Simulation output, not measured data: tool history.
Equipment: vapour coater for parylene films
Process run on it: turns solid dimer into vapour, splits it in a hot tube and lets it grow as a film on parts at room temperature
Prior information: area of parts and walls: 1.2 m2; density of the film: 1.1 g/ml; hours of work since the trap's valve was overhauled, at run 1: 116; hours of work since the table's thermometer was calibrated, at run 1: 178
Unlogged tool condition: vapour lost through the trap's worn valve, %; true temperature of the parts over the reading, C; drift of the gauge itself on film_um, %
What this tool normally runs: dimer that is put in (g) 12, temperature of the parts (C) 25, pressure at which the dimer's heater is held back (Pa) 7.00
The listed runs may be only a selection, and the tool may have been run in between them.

| run | hour | dimer that is put in (g) | temperature of the parts (C) | pressure at which the dimer's heater is held back (Pa) | hours of work since the trap's valve was overhauled | hours of work since the table's thermometer was calibrated | thickness of the film (um) |
|---|---|---|---|---|---|---|---|
| 1 | 0.0 | 12 | 25 | 7.00 | 116 | 178 | 4.94 |
| 2 | 21.4 | 12 | 25 | 7.00 | 126 | 188 | 4.93 |
| 3 | 42.0 | 12 | 25 | 7.00 | 136 | 198 | 4.89 |
| 4 | 58.8 | 12 | 25 | 7.00 | 144 | 206 | 4.95 |
| 5 | 75.9 | 12 | 25 | 7.00 | 153 | 214 | 4.94 |
| 6 | 88.5 | 12 | 25 | 7.00 | 159 | 220 | 4.95 |
| 7 | 102.8 | 12 | 25 | 5.50 | 166 | 227 | 5.06 |
| 8 | 113.5 | 12 | 25 | 5.50 | 171 | 233 | 5.05 |
| 9 | 124.8 | 12 | 25 | 5.50 | 177 | 238 | 5.02 |
| 10 | 134.8 | 12 | 25 | 5.50 | 181 | 243 | 5.06 |
| 11 | 146.4 | 12 | 25 | 5.50 | 187 | 249 | 5.03 |
| 12 | 168.4 | 12 | 25 | 5.50 | 198 | 259 | 5.04 |
| 13 | 179.1 | 12 | 25 | 5.50 | 203 | 264 | 5.03 |
| 14 | 200.8 | 12 | 25 | 5.50 | 213 | 275 | 5.01 |
| 15 | 213.3 | 12 | 25 | 5.50 | 219 | 281 | 5.06 |
| 16 | 224.1 | 15 | 25 | 7.00 | 225 | 286 | 6.21 |
| 17 | 234.3 | 15 | 25 | 7.00 | 230 | 291 | 6.25 |
| 18 | 246.6 | 12 | 25 | 7.00 | 236 | 297 | 4.96 |
| 19 | 258.3 | 12 | 25 | 11.23 | 241 | 303 | 4.83 |
| 20 | 276.8 | 12 | 25 | 7.00 | 250 | 312 | 4.98 |
| 21 | 299.6 | 12 | 25 | 7.00 | 261 | 323 | 5.02 |
|  | 315.2 | trap's valve overhauled |
| 22 | 322.0 | 12 | 25 | 7.00 | 3 | 332 | 5.07 |
| 23 | 332.0 | 12 | 25 | 7.00 | 8 | 337 | 4.98 |
| 24 | 348.7 | 12 | 25 | 7.00 | 16 | 345 | 5.05 |
| 25 | 365.8 | 8 | 22 | 4.82 | 25 | 353 | 3.70 |
| 26 | 385.1 | 12 | 19 | 3.31 | 34 | 362 | 6.21 |
| 27 | 397.3 | 11 | 25 | 5.45 | 40 | 368 | 4.72 |
| 28 | 408.6 | 11 | 25 | 5.45 | 45 | 374 | 4.71 |
| 29 | 419.0 | 11 | 25 | 9.88 | 50 | 379 | 4.53 |
|  | 434.5 | gauge calibrated |
| 30 | 442.5 | 20 | 36 | 3.12 | 62 | 390 | 6.58 |
| 31 | 456.8 | 20 | 36 | 3.12 | 69 | 397 | 6.61 |
| 32 | 469.1 | 10 | 26 | 2.59 | 75 | 403 | 4.32 |
| 33 | 487.2 | 10 | 26 | 2.59 | 83 | 412 | 4.30 |
| 34 | 507.8 | 10 | 26 | 2.59 | 93 | 422 | 4.29 |
| 35 | 530.8 | 12 | 19 | 4.94 | 105 | 433 | 5.95 |
| 36 | 541.4 | 12 | 19 | 4.94 | 110 | 438 | 5.91 |

The next listed run, before its measurement:
| 37 | 551.4 | 12 | 19 | 4.94 | 115 | 443 | ? |

Run 37 came out at thickness of the film (um) 5.89.
With the hidden condition absent and the run-to-run variation left alone, this run would have shown thickness of the film (um) 5.85.

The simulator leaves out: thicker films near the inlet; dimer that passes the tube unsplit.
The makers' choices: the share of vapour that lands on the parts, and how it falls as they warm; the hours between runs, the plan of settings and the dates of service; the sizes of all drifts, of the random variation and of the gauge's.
